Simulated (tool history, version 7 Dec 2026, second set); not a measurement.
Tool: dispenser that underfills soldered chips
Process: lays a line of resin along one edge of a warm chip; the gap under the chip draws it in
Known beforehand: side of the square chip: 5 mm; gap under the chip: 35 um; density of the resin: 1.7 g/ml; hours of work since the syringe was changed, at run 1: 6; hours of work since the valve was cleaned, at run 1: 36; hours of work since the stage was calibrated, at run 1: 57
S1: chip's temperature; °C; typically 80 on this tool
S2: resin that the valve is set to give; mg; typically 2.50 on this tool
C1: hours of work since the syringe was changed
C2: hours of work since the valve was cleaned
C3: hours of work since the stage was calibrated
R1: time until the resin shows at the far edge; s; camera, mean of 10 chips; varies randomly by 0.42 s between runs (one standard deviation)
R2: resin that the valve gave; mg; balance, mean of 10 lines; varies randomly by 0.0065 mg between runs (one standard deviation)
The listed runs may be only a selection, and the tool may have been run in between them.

| run | day | S1 | S2 | C1 | C2 | C3 | R1 | R2 |
|---|---|---|---|---|---|---|---|---|
| 1 | 0.000 | 80 | 2.50 | 6 | 36 | 57 | 37.2 | 2.460 |
|  | 0.038 | new syringe of resin |
| 2 | 0.412 | 65 | 2.50 | 6 | 43 | 64 | 64.4 | 2.458 |
|  | 0.462 | new syringe of resin |
| 3 | 0.838 | 65 | 2.50 | 6 | 50 | 70 | 64.7 | 2.463 |
|  | 0.879 | new syringe of resin |
|  | 1.288 | new syringe of resin |
| 4 | 1.321 | 65 | 2.50 | 1 | 57 | 78 | 54.5 | 2.449 |
|  | 1.700 | new syringe of resin |
| 5 | 1.933 | 65 | 2.50 | 4 | 67 | 88 | 60.7 | 2.432 |
|  | 2.129 | new syringe of resin |
| 6 | 2.350 | 92 | 2.50 | 4 | 74 | 94 | 22.7 | 2.435 |
|  | 2.533 | new syringe of resin |
| 7 | 2.917 | 92 | 2.50 | 6 | 83 | 103 | 24.5 | 2.414 |
|  | 2.954 | new syringe of resin |
| 8 | 3.208 | 92 | 2.58 | 4 | 87 | 108 | 23.0 | 2.484 |
|  | 3.375 | new syringe of resin |
|  | 3.796 | new syringe of resin |
| 9 | 3.833 | 92 | 2.58 | 1 | 97 | 118 | 19.8 | 2.473 |
|  | 4.200 | new syringe of resin |
| 10 | 4.275 | 92 | 2.58 | 1 | 104 | 125 | 21.5 | 2.478 |
|  | 4.608 | new syringe of resin |
| 11 | 4.625 | 92 | 2.58 | 0 | 109 | 130 | 20.9 | 2.488 |
| 12 | 4.883 | 92 | 2.58 | 5 | 114 | 134 | 23.9 | 2.481 |
|  | 5.025 | new syringe of resin |
| 13 | 5.379 | 92 | 2.58 | 6 | 122 | 142 | 24.5 | 2.467 |
|  | 5.433 | new syringe of resin |
|  | 5.850 | new syringe of resin |
| 14 | 5.867 | 95 | 2.44 | 0 | 129 | 150 | 19.2 | 2.313 |
|  | 6.125 | dispensing valve cleaned and set on the balance |
|  | 6.300 | new syringe of resin |
| 15 | 6.496 | 85 | 2.24 | 3 | 6 | 159 | 29.6 | 2.237 |
|  | 6.733 | new syringe of resin |
| 16 | 7.075 | 85 | 2.24 | 6 | 15 | 168 | 32.5 | 2.225 |
|  | 7.142 | new syringe of resin |
|  | 7.550 | new syringe of resin |
| 17 | 7.683 | 80 | 3.11 | 2 | 25 | 178 | 33.4 | 3.079 |
|  | 7.971 | new syringe of resin |
| 18 | 8.246 | 80 | 3.11 | 4 | 34 | 187 | 36.9 | 3.067 |
|  | 8.375 | new syringe of resin |
|  | 8.783 | new syringe of resin |
| 19 | 8.783 | 67 | 2.28 | 0 | 42 | 195 | 52.5 | 2.241 |
|  | 9.221 | new syringe of resin |
| 20 | 9.225 | 76 | 2.55 | 0 | 49 | 202 | 35.9 | 2.503 |
|  | 9.658 | new syringe of resin |
| 21 | 9.683 | 88 | 2.19 | 0 | 56 | 210 | 24.2 | 2.146 |
|  | 10.083 | new syringe of resin |
| 22 | 10.212 | 84 | 2.22 | 2 | 65 | 218 | 30.9 | 2.148 |
|  | 10.492 | new syringe of resin |
| 23 | 10.492 | 71 | 2.16 | 0 | 69 | 222 | 46.2 | 2.100 |
|  | 10.921 | new syringe of resin |
| 24 | 11.042 | 71 | 2.16 | 2 | 78 | 231 | 48.9 | 2.098 |
|  | 11.350 | new syringe of resin |
| 25 | 11.450 | 71 | 2.16 | 2 | 84 | 237 | 47.5 | 2.095 |
|  | 11.788 | new syringe of resin |
| 26 | 11.804 | 71 | 2.16 | 0 | 90 | 243 | 46.1 | 2.093 |

5 options for the next run, each taken on its own from the tool as it stands now. Forecast them:
|  | 12.208 | new syringe of resin |
| A | 12.412 | 79 | 3.02 | 3 | 99 | 253 | ? | ? |
|  | 12.208 | new syringe of resin |
| B | 12.412 | 70 | 2.16 | 3 | 99 | 253 | ? | ? |
|  | 12.208 | new syringe of resin |
| C | 12.412 | 71 | 2.13 | 3 | 99 | 253 | ? | ? |
|  | 12.208 | new syringe of resin |
| D | 12.412 | 68 | 2.16 | 3 | 99 | 253 | ? | ? |
|  | 12.208 | new syringe of resin |
| E | 12.412 | 71 | 2.17 | 3 | 99 | 253 | ? | ? |

| run | R1 | R2 |
|---|---|---|
| A | 35.7 | 2.912 |
| B | 53.6 | 2.072 |
| C | 50.8 | 2.054 |
| D | 57.5 | 2.067 |
| E | 51.9 | 2.076 |
Without the tool's unlogged condition, the same runs would have read:
| run | R1 | R2 |
|---|---|---|
| A | 30.2 | 3.029 |
| B | 45.0 | 2.155 |
| C | 42.5 | 2.136 |
| D | 48.1 | 2.150 |
| E | 43.5 | 2.160 |
